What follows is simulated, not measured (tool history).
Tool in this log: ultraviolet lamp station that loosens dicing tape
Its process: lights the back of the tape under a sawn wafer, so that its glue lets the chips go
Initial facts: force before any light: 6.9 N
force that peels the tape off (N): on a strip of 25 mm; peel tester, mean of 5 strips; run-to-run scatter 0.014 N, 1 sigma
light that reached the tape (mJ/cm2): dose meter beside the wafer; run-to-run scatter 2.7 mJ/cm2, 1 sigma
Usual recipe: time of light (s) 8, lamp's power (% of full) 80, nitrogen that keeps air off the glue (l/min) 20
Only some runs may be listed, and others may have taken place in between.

run	hour	time of light (s)	lamp's power (% of full)	nitrogen that keeps air off the glue (l/min)	force that peels the tape off (N)	light that reached the tape (mJ/cm2)
1	0	8	80	20	0.843	310
2	76.5	8	80	16	1.027	294
3	126.2	8	67	20	1.049	276
4	221.6	8	67	20	1.12	266
5	318.8	8	67	20	1.286	249
6	397.7	8	67	20	1.39	235
7	477.4	8	80	24	1.102	262
8	561	8	80	20	0.965	293
9	652.2	8	80	20	1.091	277
10	742.7	9	80	20	0.945	294
11	790.4	8	92	20	0.989	294
12	893.2	8	92	20	0.898	313
13	974.9	8	92	20	0.945	293
14	1056.6	8	92	20	1.06	284
15	1143.4	8	92	20	0.639	353
16	1190	8	92	20	0.676	347
17	1266.1	8	92	20	0.554	384
18	1336.5	8	79	35	0.676	320
19	1430.7	8	79	35	0.795	298
20	1524.1	8	79	19	1.069	277
21	1616	8	80	23	0.817	307
22	1670	9	74	24	0.79	309
23	1718.6	7	62	31	1.581	197
24	1778.3	7	62	31	1.681	190
25	1861.2	6	60	29	2.338	151
26	1953.9	6	60	29	2.127	161

Put back what was entered between runs (7 entries, withheld): which listed runs does each sit between, and how does the hidden state differ from the listed run before to the listed run after?
In the gap between runs 2 and 3: window cleaned of glue's vapour (hour 122)
  lamp's light, % of a new lamp's: 93.6 -> 92.7; light that the window lets through, % of a clean one's: 86.7 -> 99.3
  the result without the hidden state subtracted from the measured one, force that peels the tape off (N): +0.331 -> +0.146; light that reached the tape (mJ/cm2): -69 -> -24
In the gap between runs 7 and 8: window cleaned of glue's vapour (hour 484.7)
  lamp's light, % of a new lamp's: 85.5 -> 83.6; light that the window lets through, % of a clean one's: 85.8 -> 96.8
  the result without the hidden state subtracted from the measured one, force that peels the tape off (N): +0.488 -> +0.32; light that reached the tape (mJ/cm2): -95 -> -69
In the gap between runs 11 and 12: window cleaned of glue's vapour (hour 842.7)
  lamp's light, % of a new lamp's: 78.9 -> 76.8; light that the window lets through, % of a clean one's: 88 -> 97.6
  the result without the hidden state subtracted from the measured one, force that peels the tape off (N): +0.507 -> +0.395; light that reached the tape (mJ/cm2): -128 -> -104
In the gap between runs 14 and 15: lamp changed (hour 1084.9)
  lamp's light, % of a new lamp's: 73.5 -> 98.1; light that the window lets through, % of a clean one's: 91.1 -> 87.8
  the result without the hidden state subtracted from the measured one, force that peels the tape off (N): +0.581 -> +0.171; light that reached the tape (mJ/cm2): -139 -> -58
In the gap between runs 16 and 17: window cleaned of glue's vapour (hour 1205.8)
  lamp's light, % of a new lamp's: 97.1 -> 95.4; light that the window lets through, % of a clean one's: 85.9 -> 97.3
  the result without the hidden state subtracted from the measured one, force that peels the tape off (N): +0.212 -> +0.08; light that reached the tape (mJ/cm2): -69 -> -29
In the gap between runs 20 and 21: window cleaned of glue's vapour (hour 1563.5)
  lamp's light, % of a new lamp's: 90.1 -> 88.1; light that the window lets through, % of a clean one's: 87.2 -> 97.1
  the result without the hidden state subtracted from the measured one, force that peels the tape off (N): +0.39 -> +0.217; light that reached the tape (mJ/cm2): -77 -> -52
In the gap between runs 25 and 26: window cleaned of glue's vapour (hour 1926.6)
  lamp's light, % of a new lamp's: 82.9 -> 81.1; light that the window lets through, % of a clean one's: 87.8 -> 98.2
  the result without the hidden state subtracted from the measured one, force that peels the tape off (N): +0.763 -> +0.544; light that reached the tape (mJ/cm2): -55 -> -42
